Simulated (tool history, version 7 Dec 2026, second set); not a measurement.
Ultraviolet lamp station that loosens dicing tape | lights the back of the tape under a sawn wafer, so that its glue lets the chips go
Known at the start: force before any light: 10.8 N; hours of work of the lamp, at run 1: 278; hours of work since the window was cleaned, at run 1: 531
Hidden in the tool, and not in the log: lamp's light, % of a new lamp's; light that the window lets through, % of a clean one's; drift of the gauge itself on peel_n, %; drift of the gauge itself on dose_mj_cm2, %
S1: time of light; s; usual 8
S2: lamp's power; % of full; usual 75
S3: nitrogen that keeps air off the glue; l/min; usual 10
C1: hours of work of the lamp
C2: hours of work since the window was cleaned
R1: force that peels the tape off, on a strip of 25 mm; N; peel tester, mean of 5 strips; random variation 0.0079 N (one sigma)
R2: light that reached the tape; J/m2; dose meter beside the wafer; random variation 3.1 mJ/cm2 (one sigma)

Run 1, hour 0.0: usual settings; C1 278; C2 531. Result: R1 0.521 N, R2 3490 J/m2.
Run 2, hour 26.2: usual settings but S3 8 l/min; C1 294; C2 547. Result: R1 0.625 N, R2 3490 J/m2.
At hour 42.5: window cleaned of glue's vapour.
Run 3, hour 55.4: usual settings but S3 8 l/min; C1 311; C2 8. Result: R1 0.648 N, R2 3320 J/m2.
Run 4, hour 77.6: usual settings but S3 8 l/min; C1 324; C2 21. Result: R1 0.688 N, R2 3310 J/m2.
Run 5, hour 100.4: usual settings but S1 7 s; C1 338; C2 35. Result: R1 0.813 N, R2 2830 J/m2.
Run 6, hour 119.9: usual settings but S1 7 s; C1 350; C2 47. Result: R1 0.823 N, R2 2860 J/m2.
Run 7, hour 148.2: usual settings but S1 7 s; C1 367; C2 64. Result: R1 0.855 N, R2 2810 J/m2.
At hour 156.5: window cleaned of glue's vapour, once more.
Run 8, hour 174.1: usual settings but S1 7 s, S2 65 % of full, S3 11 l/min; C1 382; C2 11. Result: R1 0.698 N, R2 3030 J/m2.
Run 9, hour 190.0: usual settings but S1 6 s, S2 60 % of full, S3 12 l/min; C1 392; C2 20. Result: R1 1.113 N, R2 2370 J/m2.
Run 10, hour 210.8: usual settings but S1 6 s, S2 60 % of full, S3 16 l/min; C1 405; C2 33. Result: R1 0.982 N, R2 2380 J/m2.
Run 11, hour 226.5: usual settings but S2 73 % of full; C1 414; C2 42. Result: R1 0.433 N, R2 3810 J/m2.
Run 12, hour 245.3: usual settings but S1 11 s; C1 425; C2 54. Result: R1 0.248 N, R2 5310 J/m2.
Run 13, hour 267.1: usual settings but S3 7 l/min; C1 439; C2 67. Result: R1 0.526 N, R2 3840 J/m2.

Forecast each of these 3 alternatives for the next run:
Run A, hour 287.4: usual settings but S1 11 s, S3 9 l/min; C1 451; C2 79. Result: R1 ?, R2 ?.
Run B, hour 287.4: usual settings but S1 4 s, S3 14 l/min; C1 451; C2 79. Result: R1 ?, R2 ?.
Run C, hour 287.4: usual settings but S3 12 l/min; C1 451; C2 79. Result: R1 ?, R2 ?.

run     R1    R2
  A  0.264  5260
  B  1.540  1890
  C  0.414  3810
Without the tool's hidden state the same runs would have given:
run     R1    R2
  A  0.218  6430
  B  1.052  2320
  C  0.292  4660

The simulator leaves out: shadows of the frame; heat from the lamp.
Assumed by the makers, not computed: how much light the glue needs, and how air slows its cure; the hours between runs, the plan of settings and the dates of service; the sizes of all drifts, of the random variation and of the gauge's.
